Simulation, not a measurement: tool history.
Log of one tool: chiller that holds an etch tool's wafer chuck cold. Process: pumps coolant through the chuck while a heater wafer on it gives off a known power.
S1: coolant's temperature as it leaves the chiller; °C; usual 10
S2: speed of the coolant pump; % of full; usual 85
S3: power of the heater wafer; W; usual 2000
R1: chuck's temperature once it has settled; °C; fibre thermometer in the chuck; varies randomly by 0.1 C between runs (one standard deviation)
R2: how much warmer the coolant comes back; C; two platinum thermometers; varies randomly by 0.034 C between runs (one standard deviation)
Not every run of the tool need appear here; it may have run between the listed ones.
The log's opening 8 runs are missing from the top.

-- day=10.133 chiller's thermometer calibrated
run 9 day=11.104 | S1=10 S2=85 S3=1193 | R1=24.4 R2=3.28
run 10 day=12.029 | S1=10 S2=85 S3=2484 | R1=39.9 R2=6.89
run 11 day=12.921 | S1=10 S2=85 S3=2484 | R1=39.6 R2=6.91
run 12 day=14.738 | S1=10 S2=78 S3=2000 | R1=35.6 R2=6.09
run 13 day=15.683 | S1=10 S2=78 S3=2000 | R1=35.6 R2=6.12
run 14 day=17.404 | S1=10 S2=78 S3=2000 | R1=35.7 R2=6.05
run 15 day=19.05 | S1=10 S2=78 S3=2000 | R1=35.6 R2=6.08
run 16 day=20.492 | S1=10 S2=73 S3=2000 | R1=37 R2=6.55
run 17 day=22.133 | S1=10 S2=70 S3=1380 | R1=29 R2=4.78
run 18 day=23.554 | S1=10 S2=77 S3=1615 | R1=30.9 R2=5.01
run 19 day=25.433 | S1=2 S2=62 S3=1615 | R1=26.6 R2=6.3
run 20 day=26.354 | S1=2 S2=62 S3=1615 | R1=26.7 R2=6.3
run 21 day=27.988 | S1=16 S2=62 S3=2687 | R1=56.9 R2=10.63
run 22 day=29.096 | S1=2 S2=85 S3=2000 | R1=26.2 R2=5.53
run 23 day=29.983 | S1=2 S2=85 S3=2000 | R1=26.2 R2=5.64
run 24 day=31.854 | S1=2 S2=85 S3=2000 | R1=26.2 R2=5.58
run 25 day=33.517 | S1=18 S2=76 S3=1566 | R1=38.6 R2=4.86
run 26 day=34.438 | S1=18 S2=76 S3=1566 | R1=38.7 R2=4.95
run 27 day=35.942 | S1=19 S2=82 S3=2000 | R1=43.9 R2=5.81
run 28 day=37.433 | S1=12 S2=85 S3=2000 | R1=36.3 R2=5.59
run 29 day=38.567 | S1=12 S2=85 S3=1851 | R1=34.4 R2=5.11
run 30 day=39.788 | S1=0 S2=94 S3=2609 | R1=29.4 R2=6.48
run 31 day=40.754 | S1=0 S2=95 S3=2609 | R1=29.2 R2=6.42
run 32 day=42.046 | S1=10 S2=67 S3=1520 | R1=32 R2=5.51

Forecast each of these 3 alternatives for the next run:
run A day=43.092 | S1=4 S2=73 S3=1003 | R1=? R2=?
run B day=43.092 | S1=10 S2=82 S3=1520 | R1=? R2=?
run C day=43.092 | S1=19 S2=85 S3=2000 | R1=? R2=?

run=A R1=17.8 R2=3.31
run=B R1=29.1 R2=4.4
run=C R1=43.4 R2=5.59
Take away the tool's hidden state, keep each run's random variation, and the runs would have read:
run=A R1=16.6 R2=3.25
run=B R1=27.4 R2=4.32
run=C R1=41.2 R2=5.49
